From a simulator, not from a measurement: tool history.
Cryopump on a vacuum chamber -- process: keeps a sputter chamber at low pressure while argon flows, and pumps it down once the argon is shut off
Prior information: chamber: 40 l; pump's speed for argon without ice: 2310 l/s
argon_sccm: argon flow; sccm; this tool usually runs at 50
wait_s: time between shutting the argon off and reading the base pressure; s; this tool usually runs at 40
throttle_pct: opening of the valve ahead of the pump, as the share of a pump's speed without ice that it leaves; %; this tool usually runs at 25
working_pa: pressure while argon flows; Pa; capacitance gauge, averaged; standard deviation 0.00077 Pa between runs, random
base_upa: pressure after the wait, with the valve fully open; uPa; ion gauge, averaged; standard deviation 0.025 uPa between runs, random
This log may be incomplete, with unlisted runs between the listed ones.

run     day  argon_sccm  wait_s  throttle_pct  working_pa  base_upa
  1   0.000          50      40            25      0.1490      1.07
  2   0.812          50      40            25      0.1497      1.02
  3   1.608          50      40            25      0.1485      1.05
  4   2.679          50      40            25      0.1494      1.07
  5   3.638          50      40            25      0.1508      1.07
  6   4.708          50      40            25      0.1494      1.04
  7   5.717          50      40            25      0.1499      1.08
  8   6.692          50      40            25      0.1501      1.07
  9   7.771          50      40            25      0.1502      1.09
 10   8.896          50      40            25      0.1509      1.07
 11   9.962          44      40            25      0.1322      1.05
 12  10.983          44      40            25      0.1347      1.10
 13  11.633          50      40            25      0.1521      1.07
 14  12.354          50      40            25      0.1519      1.06
 15  13.262          50      40            25      0.1526      1.05
 16  13.754          50      40            25      0.1522      1.05
 17  14.746          50      28            25      0.1525      1.43
 18  15.292          22     125            23      0.0720      0.48
 19  16.338          69      32            19      0.2724      1.30
 20  16.854          69      32            19      0.2747      1.24
 21  17.621          69      32            19      0.2761      1.30
 22  18.692          69      32            19      0.2727      1.31
 23  19.475          69      32            19      0.2727      1.31
 24  20.021          36      21            24      0.1144      1.87
 25  20.675          36      21            24      0.1146      1.88
 26  21.508          36      21            24      0.1135      1.88
 27  22.554          36      52            24      0.1158      0.89
 28  23.688          46      21            58      0.0632      1.87
 29  24.421          46      21            58      0.0648      1.79
 30  24.979          31     176            25      0.0954      0.42
 31  25.538          91      90            25      0.2806      0.62
 32  26.254          91      90            25      0.2797      0.63
 33  27.058          50      62            29      0.1335      0.77
 34  27.642          50      25            29      0.1348      1.64

Measured result minus the same run's result without the hidden state. Both carry the same run-to-run variation, though not necessarily the same gauge scatter:
Hidden state present: pump's speed, % of a pump's without ice; cold plate's temperature, K; leak into the chamber, uPa l/s; drift of the gauge itself on working_pa, %; drift of the gauge itself on base_upa, %.
run  working_pa  base_upa
  1     +0.0033     +0.05
  2     +0.0035     +0.04
  3     +0.0035     +0.04
  4     +0.0037     +0.04
  5     +0.0038     +0.04
  6     +0.0040     +0.06
  7     +0.0041     +0.05
  8     +0.0043     +0.06
  9     +0.0045     +0.06
 10     +0.0047     +0.06
 11     +0.0042     +0.07
 12     +0.0044     +0.06
 13     +0.0051     +0.07
 14     +0.0052     +0.07
 15     +0.0054     +0.08
 16     +0.0054     +0.07
 17     +0.0056     +0.07
 18     +0.0025     +0.08
 19     +0.0081     +0.08
 20     +0.0082     +0.08
 21     +0.0084     +0.08
 22     +0.0086     +0.08
 23     +0.0088     +0.09
 24     +0.0046     +0.09
 25     +0.0047     +0.09
 26     +0.0048     +0.09
 27     +0.0050     +0.10
 28     +0.0065     +0.09
 29     +0.0067     +0.10
 30     +0.0045     +0.10
 31     +0.0136     +0.10
 32     +0.0137     +0.11
 33     +0.0077     +0.11
 34     +0.0079     +0.11
